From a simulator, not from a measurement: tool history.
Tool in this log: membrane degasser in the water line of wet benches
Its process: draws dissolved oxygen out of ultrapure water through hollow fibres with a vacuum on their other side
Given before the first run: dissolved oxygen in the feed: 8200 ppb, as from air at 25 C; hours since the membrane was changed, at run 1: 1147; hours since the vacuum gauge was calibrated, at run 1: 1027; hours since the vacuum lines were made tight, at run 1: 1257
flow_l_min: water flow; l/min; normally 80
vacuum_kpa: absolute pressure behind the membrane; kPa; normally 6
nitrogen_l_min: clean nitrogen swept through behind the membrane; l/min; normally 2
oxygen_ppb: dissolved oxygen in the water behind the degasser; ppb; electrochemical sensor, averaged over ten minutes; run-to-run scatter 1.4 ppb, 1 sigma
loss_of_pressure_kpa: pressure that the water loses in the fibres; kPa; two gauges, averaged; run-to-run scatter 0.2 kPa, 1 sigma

run	hour	flow_l_min	vacuum_kpa	nitrogen_l_min	hours since the membrane was changed	hours since the vacuum gauge was calibrated	hours since the vacuum lines were made tight	oxygen_ppb	loss_of_pressure_kpa
1	0	80	6	2	1147	1027	1257	229.4	43.56
2	75.8	80	6	2	1223	1103	1333	230.3	43.24
3	150.2	80	10.55	2	1298	1177	1407	562.7	43.54
4	219.2	80	4.67	2	1367	1246	1476	126.4	43.67
5	256.6	80	4.67	2	1404	1284	1513	129.3	43.09
6	296.4	80	13.78	2	1444	1323	1553	792.6	43.57
7	377.1	80	13.78	2	1524	1404	1634	789.9	43.75
8	455.1	94	6	2	1602	1482	1712	270.9	51.24
9	487.9	80	6	2	1635	1515	1745	231.5	43.64
10	549.6	80	6	2	1697	1577	1806	229.8	43.39
11	621.2	80	6	1.47	1769	1648	1878	287.1	43.47
12	691.6	80	6	1.47	1839	1719	1948	289.5	43.99
13	729.1	80	5.84	1.47	1876	1756	1986	274.5	43.31
14	799.9	80	6	2	1947	1827	2057	229.9	43.71
15	874.1	80	6	1.08	2021	1901	2131	355.8	43.61
16	931.3	105	6	1.08	2079	1958	2188	450.3	57.67
17	971.7	80	6.06	3.4	2119	1999	2229	155.8	44.12
18	1045.4	69	6.06	2.38	2193	2073	2302	179.1	37.91
19	1106.4	69	5.69	4.65	2254	2134	2363	90	37.8

For run 20, what comes out?
20	1157.8	52	6	5.44	2305	2185	2415	?	?

oxygen_ppb: 64.7 ppb
loss_of_pressure_kpa: 28.84 kPa
Take away the tool's hidden state, keep the run-to-run variation as it was, and the same run would have given oxygen_ppb 64.1 ppb, loss_of_pressure_kpa 28.35 kPa.
